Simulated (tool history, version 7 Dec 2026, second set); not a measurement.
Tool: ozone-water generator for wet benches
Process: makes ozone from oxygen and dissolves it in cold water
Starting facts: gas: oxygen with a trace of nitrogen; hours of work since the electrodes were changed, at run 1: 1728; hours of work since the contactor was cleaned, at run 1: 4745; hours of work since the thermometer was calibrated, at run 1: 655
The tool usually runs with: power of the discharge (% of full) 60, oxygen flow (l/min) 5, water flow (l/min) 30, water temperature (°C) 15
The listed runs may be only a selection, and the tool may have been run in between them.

run,day,power of the discharge (% of full),oxygen flow (l/min),water flow (l/min),water temperature (°C),hours of work since the electrodes were changed,hours of work since the contactor was cleaned,hours of work since the thermometer was calibrated,dissolved ozone (ppm),ozone in the gas ahead of the water (g/m3)
1,0,60,5,30,15,1728,4745,655,14.4,175.5
2,4.717,60,5,30,15,1832,4849,759,14.2,173.9
3,10.754,60,5,30,15,1965,4982,891,14.4,175.3
4,15.729,60,5,27,15,2074,5091,1001,15.8,177.7
5,20.1,60,5,27,15,2171,5187,1097,15.6,175.8
6,22.879,60,5,27,15,2232,5248,1158,15.8,173.5
7,29.654,60,5,27,14,2381,5398,1307,15.8,172.3
8,32.792,60,5,27,14,2450,5467,1377,15.9,174.8
9,35.904,60,5,27,14,2519,5535,1445,15.8,173.5
10,40.621,60,5,27,14,2622,5639,1549,15.6,173.5
11,43.904,47,5,21,14,2695,5711,1621,17.3,151.7
12,46.9,82,5,35,22,2761,5777,1687,13.1,202.1
13,52.092,60,5,18,15,2875,5892,1801,21.9,171.8
14,55.129,64,5,30,13,2942,5958,1868,14.7,178.1
15,60.221,80,3.45,23,8,3054,6070,1980,19.8,230.9
16,65.662,83,6.32,25,11,3174,6190,2100,21.5,182.3
17,71.15,83,6.32,25,22,3294,6311,2221,18.5,183.2
18,76.617,60,5,28,15,3415,6431,2341,14.8,169.9
19,81.729,62,5,30,20,3527,6544,2454,13.1,172.9

3 ways to go on from here, each from the tool as it stands after run 19. What would each give?
A,86.092,62,3.4,28,11,3623,6640,2550,?,?
B,86.092,80,5,30,15,3623,6640,2550,?,?
C,86.092,60,7.98,26,18,3623,6640,2550,?,?

run,dissolved ozone (ppm),ozone in the gas ahead of the water (g/m3)
A,13.5,198.4
B,15.8,196.6
C,16.5,141.4
Stripped of hidden state, with their random variation kept, the same runs would have yielded:
run,dissolved ozone (ppm),ozone in the gas ahead of the water (g/m3)
A,15,212.9
B,17.8,213.1
C,18.4,151.4

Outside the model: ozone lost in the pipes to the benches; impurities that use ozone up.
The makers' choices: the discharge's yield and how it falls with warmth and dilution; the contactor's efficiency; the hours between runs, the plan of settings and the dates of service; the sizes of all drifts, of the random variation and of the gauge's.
